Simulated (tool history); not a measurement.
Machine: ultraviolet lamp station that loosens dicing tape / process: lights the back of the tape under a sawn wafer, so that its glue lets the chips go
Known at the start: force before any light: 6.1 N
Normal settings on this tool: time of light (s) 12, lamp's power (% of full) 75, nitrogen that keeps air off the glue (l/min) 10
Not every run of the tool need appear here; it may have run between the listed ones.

run	day	time of light (s)	lamp's power (% of full)	nitrogen that keeps air off the glue (l/min)	force that peels the tape off (N)	light that reached the tape (mJ/cm²)
1	0	12	75	10	0.478	209
2	1.146	12	75	10	0.512	210
3	2.9	12	75	10	0.543	211
4	4.238	12	75	10	0.519	203
5	5.417	12	75	10	0.533	206
6	7.046	12	75	10	0.515	206
7	8.208	12	75	10	0.538	206
8	10.154	12	75	10	0.534	198
9	12.121	12	75	10	0.565	201
10	13.967	12	75	10	0.576	195
11	15.533	12	75	7	0.65	200
12	17.338	12	75	7	0.658	194
13	18.871	12	75	7	0.672	192
14	19.883	12	75	7	0.657	192
15	21.725	12	74	7	0.736	186
# day 21.992: window cleaned of glue's vapour
16	23.846	12	74	7	0.652	202
17	25.462	7	97	20	0.772	152
18	26.846	19	97	20	0.12	407
19	28.146	19	67	20	0.21	279
20	29.583	19	67	20	0.221	277
21	31.375	19	67	20	0.227	279
22	33.808	19	67	20	0.222	273
23	35.962	19	67	20	0.219	271
24	38.012	12	67	4	1.068	170
25	39.45	12	67	4	1.057	169

3 options for the next run, each taken on its own from the tool as it stands now. Forecast them:
A	40.662	12	65	16	?	?
B	40.662	9	67	4	?	?
C	40.662	21	72	4	?	?

run	force that peels the tape off (N)	light that reached the tape (mJ/cm²)
A	0.735	162
B	1.634	128
C	0.311	316
With the hidden condition removed and each run's random variation left untouched, the same runs would have given:
run	force that peels the tape off (N)	light that reached the tape (mJ/cm²)
A	0.547	187
B	1.34	148
C	0.228	366

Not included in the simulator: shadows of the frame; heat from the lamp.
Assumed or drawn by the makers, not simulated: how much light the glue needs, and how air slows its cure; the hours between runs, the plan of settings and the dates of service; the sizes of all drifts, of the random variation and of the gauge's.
